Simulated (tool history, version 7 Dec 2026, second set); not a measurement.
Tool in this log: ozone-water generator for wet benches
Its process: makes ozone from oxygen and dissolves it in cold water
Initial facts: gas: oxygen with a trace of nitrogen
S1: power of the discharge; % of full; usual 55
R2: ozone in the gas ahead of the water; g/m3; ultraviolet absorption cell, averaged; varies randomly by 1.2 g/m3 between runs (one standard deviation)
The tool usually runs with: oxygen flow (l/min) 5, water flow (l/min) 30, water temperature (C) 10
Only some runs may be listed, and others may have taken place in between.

Run 1, day 0: usual settings. Result: dissolved ozone (ppm) 20.3, R2 206.2 g/m3.
Run 2, day 1.754: usual settings. Result: dissolved ozone (ppm) 20, R2 208 g/m3.
Run 3, day 4.85: usual settings. Result: dissolved ozone (ppm) 19.7, R2 208.1 g/m3.
Run 4, day 7.467: usual settings. Result: dissolved ozone (ppm) 20, R2 207.5 g/m3.
Run 5, day 10.975: usual settings. Result: dissolved ozone (ppm) 19.9, R2 206.4 g/m3.
Run 6, day 13.367: usual settings. Result: dissolved ozone (ppm) 20, R2 208.4 g/m3.
Run 7, day 15.008: usual settings. Result: dissolved ozone (ppm) 20.1, R2 206 g/m3.
Run 8, day 17.025: usual settings. Result: dissolved ozone (ppm) 20, R2 205.9 g/m3.
Run 9, day 19.492: usual settings. Result: dissolved ozone (ppm) 20, R2 207.9 g/m3.
Run 10, day 22.362: usual settings. Result: dissolved ozone (ppm) 19.7, R2 207.4 g/m3.
Run 11, day 24.512: usual settings. Result: dissolved ozone (ppm) 20, R2 206.8 g/m3.
Run 12, day 27.879: usual settings but S1 49 % of full. Result: dissolved ozone (ppm) 17.9, R2 185.3 g/m3.
At day 28.388: contactor cleaned.
Run 13, day 31.517: usual settings but oxygen flow (l/min) 3.55. Result: dissolved ozone (ppm) 17.7, R2 240.1 g/m3.
Run 14, day 34.875: usual settings but water flow (l/min) 31. Result: dissolved ozone (ppm) 19.4, R2 205.2 g/m3.
Run 15, day 36.979: usual settings but water flow (l/min) 31. Result: dissolved ozone (ppm) 19.1, R2 207.2 g/m3.
Run 16, day 39.175: usual settings but water flow (l/min) 28. Result: dissolved ozone (ppm) 21.2, R2 205.7 g/m3.
Run 17, day 41.471: usual settings but water flow (l/min) 28. Result: dissolved ozone (ppm) 21.1, R2 205.8 g/m3.
At day 41.946: contactor cleaned, once more.
Run 18, day 45.142: usual settings but oxygen flow (l/min) 4.15, water flow (l/min) 31. Result: dissolved ozone (ppm) 18.4, R2 223.3 g/m3.
Run 19, day 47.946: usual settings but oxygen flow (l/min) 4.15, water flow (l/min) 31. Result: dissolved ozone (ppm) 18.3, R2 223.8 g/m3.
Run 20, day 49.575: usual settings but S1 94 % of full, oxygen flow (l/min) 4.15, water flow (l/min) 23, water temperature (C) 9. Result: dissolved ozone (ppm) 40.6, R2 364 g/m3.
Run 21, day 52.362: usual settings but S1 94 % of full, oxygen flow (l/min) 4.15, water flow (l/min) 23, water temperature (C) 9. Result: dissolved ozone (ppm) 40.6, R2 359.6 g/m3.
Run 22, day 55.262: usual settings but S1 81 % of full, oxygen flow (l/min) 2.87, water temperature (C) 6. Result: dissolved ozone (ppm) 24.3, R2 376.3 g/m3.
Run 23, day 58.85: usual settings but S1 81 % of full, oxygen flow (l/min) 5.64, water temperature (C) 7. Result: dissolved ozone (ppm) 29.9, R2 274.6 g/m3.
Run 24, day 60.929: usual settings but S1 81 % of full, oxygen flow (l/min) 5.64, water temperature (C) 7. Result: dissolved ozone (ppm) 29.9, R2 273.5 g/m3.
Run 25, day 64.379: usual settings but S1 72 % of full, oxygen flow (l/min) 3.56, water flow (l/min) 21, water temperature (C) 8. Result: dissolved ozone (ppm) 33.4, R2 303.6 g/m3.
Run 26, day 67.058: usual settings but S1 72 % of full, oxygen flow (l/min) 3.56, water flow (l/min) 21, water temperature (C) 8. Result: dissolved ozone (ppm) 33.5, R2 305.2 g/m3.
Run 27, day 70.946: usual settings but S1 84 % of full, oxygen flow (l/min) 3.57, water flow (l/min) 21, water temperature (C) 18. Result: dissolved ozone (ppm) 34.5, R2 347.8 g/m3.
Run 28, day 73.958: usual settings but S1 93 % of full, oxygen flow (l/min) 3.57, water flow (l/min) 20, water temperature (C) 18. Result: dissolved ozone (ppm) 39.8, R2 381.3 g/m3.
Run 29, day 75.75: usual settings but S1 93 % of full, oxygen flow (l/min) 3.57, water flow (l/min) 20, water temperature (C) 18. Result: dissolved ozone (ppm) 39.5, R2 384.8 g/m3.
Run 30, day 78.7: usual settings but water temperature (C) 15. Result: dissolved ozone (ppm) 19.1, R2 203.7 g/m3.
Run 31, day 81.542: usual settings but water flow (l/min) 18. Result: dissolved ozone (ppm) 31.2, R2 204.5 g/m3.
Run 32, day 84.792: usual settings but S1 93 % of full, water flow (l/min) 20. Result: dissolved ozone (ppm) 45.7, R2 325.8 g/m3.

Alternative continuations, all from the tool just after run 32; predict every row:
Run A, day 87.912: usual settings but S1 84 % of full. Result: dissolved ozone (ppm) ?, R2 ?.
Run B, day 87.912: usual settings but S1 93 % of full, oxygen flow (l/min) 3.46, water flow (l/min) 21. Result: dissolved ozone (ppm) ?, R2 ?.
Run C, day 87.912: usual settings but S1 93 % of full, water flow (l/min) 29, water temperature (C) 9. Result: dissolved ozone (ppm) ?, R2 ?.

run  dissolved ozone (ppm)     R2
  A                   28.9  295.7
  B                     41  384.8
  C                   32.7  321.6
With the hidden condition removed and each run's random variation left untouched, the same runs would have given:
run  dissolved ozone (ppm)     R2
  A                   30.6  309.5
  B                   43.4  404.2
  C                   34.7  337.9
